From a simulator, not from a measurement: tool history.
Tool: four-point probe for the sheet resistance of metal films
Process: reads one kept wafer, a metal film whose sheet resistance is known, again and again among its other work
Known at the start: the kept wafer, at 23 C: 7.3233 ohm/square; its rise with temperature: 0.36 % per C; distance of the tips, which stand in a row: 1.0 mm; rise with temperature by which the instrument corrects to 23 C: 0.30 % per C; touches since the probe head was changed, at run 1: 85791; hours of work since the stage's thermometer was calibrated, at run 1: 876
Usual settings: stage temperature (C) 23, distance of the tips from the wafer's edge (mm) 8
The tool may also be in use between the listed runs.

| run | hour | stage temperature (C) | distance of the tips from the wafer's edge (mm) | touches since the probe head was changed | hours of work since the stage's thermometer was calibrated | sheet resistance as the instrument gives it (ohm/square) |
|---|---|---|---|---|---|---|
| 1 | 0.0 | 23 | 8 | 85791 | 876 | 7.401348 |
| 2 | 124.8 | 23 | 8 | 91637 | 956 | 7.401385 |
| 3 | 180.7 | 23 | 8 | 94250 | 991 | 7.403662 |
| 4 | 284.8 | 23 | 8 | 99126 | 1058 | 7.403322 |
| 5 | 376.2 | 23 | 8 | 103407 | 1116 | 7.406600 |
| 6 | 510.7 | 23 | 8 | 109704 | 1202 | 7.404259 |
| 7 | 601.4 | 23 | 8 | 113949 | 1260 | 7.403892 |
| 8 | 712.0 | 23 | 24 | 119130 | 1331 | 7.353858 |
| 9 | 803.6 | 23 | 24 | 123417 | 1389 | 7.352414 |
| 10 | 936.9 | 19 | 24 | 129661 | 1475 | 7.335302 |
| 11 | 1035.1 | 19 | 24 | 134258 | 1537 | 7.336470 |
| 12 | 1167.3 | 19 | 24 | 140449 | 1622 | 7.335875 |
|  | 1206.3 | stage's thermometer calibrated |
| 13 | 1245.2 | 19 | 24 | 144072 | 25 | 7.350478 |
| 14 | 1300.5 | 23 | 8 | 146664 | 60 | 7.420425 |
| 15 | 1374.6 | 23 | 8 | 150129 | 108 | 7.422885 |
| 16 | 1499.8 | 23 | 8 | 155994 | 188 | 7.420032 |
| 17 | 1603.0 | 23 | 8 | 160826 | 254 | 7.424372 |
| 18 | 1686.9 | 23 | 8 | 164752 | 307 | 7.422958 |
| 19 | 1754.8 | 23 | 8 | 167935 | 351 | 7.426215 |
| 20 | 1876.3 | 23 | 14 | 173624 | 428 | 7.384179 |
| 21 | 1983.4 | 24 | 10 | 178638 | 497 | 7.408266 |
| 22 | 2059.8 | 23 | 61 | 182213 | 545 | 7.365591 |
| 23 | 2117.2 | 23 | 61 | 184902 | 582 | 7.365478 |
| 24 | 2181.8 | 23 | 61 | 187927 | 623 | 7.368203 |
| 25 | 2271.8 | 23 | 61 | 192140 | 681 | 7.368180 |
| 26 | 2372.6 | 28 | 14 | 196861 | 745 | 7.409205 |
| 27 | 2481.6 | 23 | 4 | 201965 | 815 | 7.607661 |
| 28 | 2583.3 | 29 | 15 | 206724 | 880 | 7.414761 |
| 29 | 2669.4 | 19 | 8 | 210756 | 935 | 7.412797 |
| 30 | 2786.9 | 24 | 7 | 216260 | 1010 | 7.458363 |
| 31 | 2906.9 | 24 | 7 | 221877 | 1087 | 7.456813 |
| 32 | 2980.0 | 33 | 6 | 225303 | 1133 | 7.525405 |
|  | 3020.0 | new probe head fitted |
| 33 | 3083.3 | 33 | 6 | 2961 | 1199 | 7.477030 |
| 34 | 3153.0 | 23 | 6 | 6225 | 1243 | 7.431562 |
| 35 | 3282.5 | 28 | 14 | 12289 | 1326 | 7.366474 |
| 36 | 3349.0 | 23 | 11 | 15402 | 1369 | 7.356443 |
| 37 | 3410.5 | 23 | 11 | 18284 | 1408 | 7.356639 |

The same runs without the tool's hidden state, with the same run-to-run variation:
The hidden state here: inner tips' distance over the nominal, %; tips' flats over new ones', %; wafer's true temperature over the reading, C; drift of the gauge itself on sheet_ohm, %.
| run | sheet resistance as the instrument gives it (ohm/square) |
|---|---|
| 1 | 7.383864 |
| 2 | 7.383193 |
| 3 | 7.385068 |
| 4 | 7.384154 |
| 5 | 7.386841 |
| 6 | 7.383770 |
| 7 | 7.382809 |
| 8 | 7.332201 |
| 9 | 7.330101 |
| 10 | 7.312452 |
| 11 | 7.313125 |
| 12 | 7.311761 |
| 13 | 7.313801 |
| 14 | 7.383037 |
| 15 | 7.385075 |
| 16 | 7.381565 |
| 17 | 7.385276 |
| 18 | 7.383259 |
| 19 | 7.386097 |
| 20 | 7.343603 |
| 21 | 7.366996 |
| 22 | 7.324180 |
| 23 | 7.323721 |
| 24 | 7.326066 |
| 25 | 7.325468 |
| 26 | 7.365600 |
| 27 | 7.562448 |
| 28 | 7.369940 |
| 29 | 7.367695 |
| 30 | 7.412131 |
| 31 | 7.409880 |
| 32 | 7.477419 |
| 33 | 7.477720 |
| 34 | 7.432157 |
| 35 | 7.365993 |
| 36 | 7.355747 |
| 37 | 7.355528 |

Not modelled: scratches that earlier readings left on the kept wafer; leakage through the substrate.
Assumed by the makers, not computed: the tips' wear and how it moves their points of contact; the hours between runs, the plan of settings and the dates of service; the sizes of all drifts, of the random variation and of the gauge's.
